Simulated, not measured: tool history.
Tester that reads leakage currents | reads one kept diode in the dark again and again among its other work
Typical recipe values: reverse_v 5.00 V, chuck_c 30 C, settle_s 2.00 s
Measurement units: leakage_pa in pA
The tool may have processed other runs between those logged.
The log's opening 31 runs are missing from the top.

{"run": 32, "hour": 1172.6, "reverse_v": 14.93, "chuck_c": 54, "settle_s": 3.93, "leakage_pa": 1396.96}
{"run": 33, "hour": 1217.1, "reverse_v": 2.54, "chuck_c": 30, "settle_s": 2.0, "leakage_pa": 99.69}
{"run": 34, "hour": 1257.5, "reverse_v": 4.67, "chuck_c": 45, "settle_s": 1.79, "leakage_pa": 415.71}
{"run": 35, "hour": 1282.0, "reverse_v": 1.05, "chuck_c": 27, "settle_s": 0.7, "leakage_pa": 50.57}
{"run": 36, "hour": 1321.9, "reverse_v": 5.0, "chuck_c": 30, "settle_s": 1.35, "leakage_pa": 144.3}
{"run": 37, "hour": 1350.6, "reverse_v": 7.75, "chuck_c": 30, "settle_s": 2.0, "leakage_pa": 181.29}
{"run": 38, "hour": 1398.3, "reverse_v": 1.76, "chuck_c": 30, "settle_s": 1.73, "leakage_pa": 83.23}
{"run": 39, "hour": 1437.4, "reverse_v": 1.9, "chuck_c": 26, "settle_s": 4.18, "leakage_pa": 63.66}

Each row is a separate what-if for the run after 39, all from the same tool condition, not one after another. Results?
{"run": "A", "hour": 1479.9, "reverse_v": 1.06, "chuck_c": 21, "settle_s": 2.0, "leakage_pa": "?"}
{"run": "B", "hour": 1479.9, "reverse_v": 6.01, "chuck_c": 30, "settle_s": 8.87, "leakage_pa": "?"}
{"run": "C", "hour": 1479.9, "reverse_v": 1.9, "chuck_c": 26, "settle_s": 6.53, "leakage_pa": "?"}
{"run": "D", "hour": 1479.9, "reverse_v": 3.48, "chuck_c": 24, "settle_s": 4.18, "leakage_pa": "?"}
{"run": "E", "hour": 1479.9, "reverse_v": 1.81, "chuck_c": 36, "settle_s": 0.93, "leakage_pa": "?"}

run=A leakage_pa=31.36
run=B leakage_pa=158.63
run=C leakage_pa=63.55
run=D leakage_pa=75.08
run=E leakage_pa=132.92
With no hidden state in the tool, these same runs would have given:
run=A leakage_pa=25.99
run=B leakage_pa=132.10
run=C leakage_pa=53.08
run=D leakage_pa=61.69
run=E leakage_pa=113.86

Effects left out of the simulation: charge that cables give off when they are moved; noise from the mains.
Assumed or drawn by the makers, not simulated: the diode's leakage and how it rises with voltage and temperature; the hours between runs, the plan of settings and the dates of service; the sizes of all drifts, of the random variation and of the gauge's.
